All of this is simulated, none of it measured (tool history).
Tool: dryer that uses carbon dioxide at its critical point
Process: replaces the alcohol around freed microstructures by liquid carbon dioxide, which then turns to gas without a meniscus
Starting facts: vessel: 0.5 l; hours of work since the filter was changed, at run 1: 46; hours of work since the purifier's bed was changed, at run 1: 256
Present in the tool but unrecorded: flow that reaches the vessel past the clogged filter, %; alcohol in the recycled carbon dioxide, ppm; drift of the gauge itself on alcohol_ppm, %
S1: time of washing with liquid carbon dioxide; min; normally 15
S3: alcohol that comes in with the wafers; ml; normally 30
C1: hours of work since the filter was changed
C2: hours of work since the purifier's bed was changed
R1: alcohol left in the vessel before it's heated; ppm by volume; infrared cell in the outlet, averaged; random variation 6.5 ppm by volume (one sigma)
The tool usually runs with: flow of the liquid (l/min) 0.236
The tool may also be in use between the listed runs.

{"run": 1, "hour": 0.0, "S1": 15, "flow of the liquid (l/min)": 0.236, "S3": 30, "C1": 46, "C2": 256, "R1": 337}
{"run": 2, "hour": 23.1, "S1": 15, "flow of the liquid (l/min)": 0.236, "S3": 30, "C1": 54, "C2": 263, "R1": 342}
{"run": 3, "hour": 51.6, "S1": 15, "flow of the liquid (l/min)": 0.236, "S3": 30, "C1": 64, "C2": 273, "R1": 332}
{"run": 4, "hour": 80.7, "S1": 15, "flow of the liquid (l/min)": 0.236, "S3": 30, "C1": 74, "C2": 283, "R1": 357}
{"run": 5, "hour": 94.5, "S1": 15, "flow of the liquid (l/min)": 0.236, "S3": 44, "C1": 78, "C2": 288, "R1": 510}
{"run": 6, "hour": 116.1, "S1": 15, "flow of the liquid (l/min)": 0.236, "S3": 44, "C1": 86, "C2": 296, "R1": 515}
{"run": 7, "hour": 133.9, "S1": 15, "flow of the liquid (l/min)": 0.236, "S3": 44, "C1": 92, "C2": 302, "R1": 510}
{"run": 8, "hour": 157.6, "S1": 15, "flow of the liquid (l/min)": 0.236, "S3": 44, "C1": 100, "C2": 310, "R1": 517}
{"run": 9, "hour": 181.2, "S1": 15, "flow of the liquid (l/min)": 0.236, "S3": 30, "C1": 108, "C2": 318, "R1": 367}
{"run": 10, "hour": 208.5, "S1": 15, "flow of the liquid (l/min)": 0.236, "S3": 30, "C1": 118, "C2": 327, "R1": 363}
{"run": 11, "hour": 240.8, "S1": 15, "flow of the liquid (l/min)": 0.236, "S3": 30, "C1": 129, "C2": 339, "R1": 384}
{"run": 12, "hour": 274.2, "S1": 15, "flow of the liquid (l/min)": 0.236, "S3": 30, "C1": 140, "C2": 350, "R1": 371}
{"run": 13, "hour": 303.8, "S1": 15, "flow of the liquid (l/min)": 0.236, "S3": 30, "C1": 151, "C2": 360, "R1": 373}
{"run": 14, "hour": 321.8, "S1": 15, "flow of the liquid (l/min)": 0.236, "S3": 30, "C1": 157, "C2": 366, "R1": 389}
{"run": 15, "hour": 346.6, "S1": 12, "flow of the liquid (l/min)": 0.213, "S3": 23, "C1": 165, "C2": 375, "R1": 1152}
{"run": 16, "hour": 364.3, "S1": 15, "flow of the liquid (l/min)": 0.222, "S3": 119, "C1": 171, "C2": 381, "R1": 1905}
{"run": 17, "hour": 388.1, "S1": 15, "flow of the liquid (l/min)": 0.192, "S3": 119, "C1": 180, "C2": 389, "R1": 3518}
{"run": 18, "hour": 405.3, "S1": 19, "flow of the liquid (l/min)": 0.265, "S3": 73, "C1": 186, "C2": 395, "R1": 159}

Forecast each of these 5 alternatives for the next run:
{"run": "A", "hour": 419.1, "S1": 14, "flow of the liquid (l/min)": 0.206, "S3": 30, "C1": 190, "C2": 400, "R1": "?"}
{"run": "B", "hour": 419.1, "S1": 18, "flow of the liquid (l/min)": 0.224, "S3": 22, "C1": 190, "C2": 400, "R1": "?"}
{"run": "C", "hour": 419.1, "S1": 19, "flow of the liquid (l/min)": 0.281, "S3": 73, "C1": 190, "C2": 400, "R1": "?"}
{"run": "D", "hour": 419.1, "S1": 10, "flow of the liquid (l/min)": 0.253, "S3": 77, "C1": 190, "C2": 400, "R1": "?"}
{"run": "E", "hour": 419.1, "S1": 15, "flow of the liquid (l/min)": 0.236, "S3": 52, "C1": 190, "C2": 400, "R1": "?"}

run=A R1=930
run=B R1=193
run=C R1=137
run=D R1=3946
run=E R1=647
What these runs would have given with no unlogged condition in the tool:
run=A R1=716
run=B R1=99
run=C R1=56
run=D R1=3281
run=E R1=461

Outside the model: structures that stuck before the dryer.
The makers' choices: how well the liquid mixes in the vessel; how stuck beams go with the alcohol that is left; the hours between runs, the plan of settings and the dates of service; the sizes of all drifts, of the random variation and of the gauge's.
